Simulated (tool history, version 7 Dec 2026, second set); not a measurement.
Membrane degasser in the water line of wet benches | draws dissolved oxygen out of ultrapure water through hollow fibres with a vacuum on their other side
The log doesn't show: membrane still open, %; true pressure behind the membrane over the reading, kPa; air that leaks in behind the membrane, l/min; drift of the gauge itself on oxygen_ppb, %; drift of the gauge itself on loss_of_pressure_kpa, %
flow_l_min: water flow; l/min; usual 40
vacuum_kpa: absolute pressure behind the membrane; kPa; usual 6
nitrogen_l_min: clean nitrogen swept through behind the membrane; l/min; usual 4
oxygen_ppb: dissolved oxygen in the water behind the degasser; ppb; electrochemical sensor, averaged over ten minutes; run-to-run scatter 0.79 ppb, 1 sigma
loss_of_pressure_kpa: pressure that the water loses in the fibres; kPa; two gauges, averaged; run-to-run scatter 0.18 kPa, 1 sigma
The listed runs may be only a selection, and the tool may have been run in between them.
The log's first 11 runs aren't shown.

run    hour  flow_l_min  vacuum_kpa  nitrogen_l_min  hours since the membrane was changed  hours since the vacuum gauge was calibrated  hours since the vacuum lines were made tight  oxygen_ppb  loss_of_pressure_kpa
 12   560.7          40        9.06               4                                   713                                          995                                          7243       145.4                 30.89
 13   626.2          40        9.06               4                                   778                                         1060                                          7308       146.5                 31.14
 14   657.3          40        9.06               4                                   809                                         1091                                          7340       143.4                 30.77
 15   688.7          40        9.06               4                                   841                                         1123                                          7371       145.1                 31.32
 16   732.4          40           6            6.05                                   884                                         1166                                          7415        51.5                 31.18
 17   791.1          40           6             3.4                                   943                                         1225                                          7473        85.1                 31.36
 18   862.4          40           6             3.4                                  1014                                         1296                                          7545        84.3                 31.22
 19   908.3          40        6.41            4.16                                  1060                                         1342                                          7591        81.2                 30.98
 20   942.1          32           6            3.45                                  1094                                         1376                                          7624        64.2                 24.77
 21  1004.4          26        4.74            1.91                                  1156                                         1438                                          7687          50                 20.52

What does the tool deliver on the next run?
 22  1050          34        4.74            1.91                                  1202                                         1484                                          7732           ?                     ?

oxygen_ppb: 66 ppb
loss_of_pressure_kpa: 26.48 kPa
Were there no unlogged condition in the tool, this run, its random variation unchanged, would have produced oxygen_ppb 64 ppb, loss_of_pressure_kpa 26.24 kPa.
